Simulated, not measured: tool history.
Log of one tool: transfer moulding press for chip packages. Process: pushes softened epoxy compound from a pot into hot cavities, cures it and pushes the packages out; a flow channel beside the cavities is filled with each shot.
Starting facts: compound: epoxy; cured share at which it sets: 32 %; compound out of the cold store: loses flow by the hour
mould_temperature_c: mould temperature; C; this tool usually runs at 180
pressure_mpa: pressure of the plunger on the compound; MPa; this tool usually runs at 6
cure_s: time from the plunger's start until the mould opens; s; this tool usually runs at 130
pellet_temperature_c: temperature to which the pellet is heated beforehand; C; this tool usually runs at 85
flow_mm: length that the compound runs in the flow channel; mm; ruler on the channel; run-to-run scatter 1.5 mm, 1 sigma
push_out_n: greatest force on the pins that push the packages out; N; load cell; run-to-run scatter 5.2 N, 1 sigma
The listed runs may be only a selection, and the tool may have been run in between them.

run,hour,mould_temperature_c,pressure_mpa,cure_s,pellet_temperature_c,incoming compound's hours out of the cold store,flow_mm,push_out_n
1,0,180,6,130,85,38.8,678,256
2,22.9,180,6,130,85,14.4,771,262
# hour 52.5: cavities cleaned with cleaning compound and waxed
3,70,180,6,118,85,33.8,693,200
# hour 95.3: plunger's sealing rings changed
4,95.8,180,6,118,85,40.1,699,245
5,124.2,180,6,118,85,25,758,275
6,155.7,180,6,118,85,40.3,695,285
# hour 164.5: cavities cleaned with cleaning compound and waxed
7,182.5,180,6,118,85,31.5,726,213
8,218.3,180,6,118,85,36,706,245
9,247.9,180,6,118,85,19.7,774,280
# hour 272.8: cavities cleaned with cleaning compound and waxed
10,286.9,180,6.73,118,85,14.4,842,206
# hour 303.3: mould's thermocouples calibrated
11,336.6,180,7.18,118,85,16.1,862,272
12,362.2,174,6,130,85,38.6,711,325
# hour 382.9: cavities cleaned with cleaning compound and waxed
13,385.8,179,5.41,147,91,47.1,630,163
14,434.3,179,5.41,147,91,19.8,729,226
15,460,179,6.47,130,83,16.4,812,266
# hour 493.1: cavities cleaned with cleaning compound and waxed
16,505.8,179,6.47,130,83,40,705,184
17,553.1,178,4.82,143,90,16.7,695,257
18,586.6,178,4.82,138,86,47.2,585,255
# hour 602.9: cavities cleaned with cleaning compound and waxed
19,614.8,185,6,142,85,45.7,636,170
# hour 630.5: plunger's sealing rings changed
20,660.7,185,6,142,85,19.2,765,232
21,703.8,172,6,142,85,21.6,798,313
# hour 715.1: cavities cleaned with cleaning compound and waxed
22,746.1,172,6,142,85,45.8,694,232
23,776.9,178,5.48,130,92,37.3,675,254

Predict each of these 5 candidate next runs independently; none follows another, all start after run 23:
A,815.2,178,4.65,131,92,41,?,?
B,815.2,173,6,130,91,14,?,?
C,815.2,184,5.68,130,85,9.2,?,?
D,815.2,180,6,132,88,10.4,?,?
E,815.2,178,5.69,130,92,41.2,?,?

run,flow_mm,push_out_n
A,607,283
B,823,340
C,782,256
D,810,273
E,671,267
Stripped of hidden state, with their random variation kept, the same runs would have yielded:
run,flow_mm,push_out_n
A,621,173
B,842,218
C,800,155
D,828,168
E,686,165

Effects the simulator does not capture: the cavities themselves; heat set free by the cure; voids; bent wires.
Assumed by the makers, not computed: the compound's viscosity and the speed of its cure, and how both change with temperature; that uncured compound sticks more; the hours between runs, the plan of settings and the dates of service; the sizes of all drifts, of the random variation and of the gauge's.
